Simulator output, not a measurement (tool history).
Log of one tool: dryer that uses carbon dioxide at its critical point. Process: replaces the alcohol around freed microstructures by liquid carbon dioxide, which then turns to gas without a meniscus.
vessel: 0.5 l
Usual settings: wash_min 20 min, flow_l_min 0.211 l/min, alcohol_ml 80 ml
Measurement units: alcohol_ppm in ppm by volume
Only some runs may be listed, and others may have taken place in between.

run,hour,wash_min,flow_l_min,alcohol_ml,alcohol_ppm
1,0.0,20,0.211,80,267
2,9.3,20,0.155,80,1362
3,17.8,20,0.155,80,1403
4,22.8,20,0.211,80,261
5,31.8,18,0.211,80,508
6,38.7,18,0.211,110,682
7,44.5,18,0.211,110,714
8,49.3,18,0.211,110,713
9,53.3,18,0.211,110,712
10,58.4,20,0.217,81,245
11,62.9,31,0.217,62,16
12,66.8,19,0.217,62,263
13,72.7,19,0.217,62,260
14,78.5,20,0.247,80,112
15,87.8,20,0.247,80,109
16,96.9,20,0.247,80,110
17,103.0,18,0.211,57,385

Each row is a separate what-if for the run after 17, all from the same tool condition, not one after another. Results?
A,107.8,28,0.235,52,?
B,107.8,18,0.139,28,?
C,107.8,29,0.211,80,?
D,107.8,13,0.346,41,?

run,alcohol_ppm
A,27
B,1250
C,42
D,111
Stripped of hidden state, with their random variation kept, the same runs would have yielded:
run,alcohol_ppm
A,11
B,676
C,17
D,33

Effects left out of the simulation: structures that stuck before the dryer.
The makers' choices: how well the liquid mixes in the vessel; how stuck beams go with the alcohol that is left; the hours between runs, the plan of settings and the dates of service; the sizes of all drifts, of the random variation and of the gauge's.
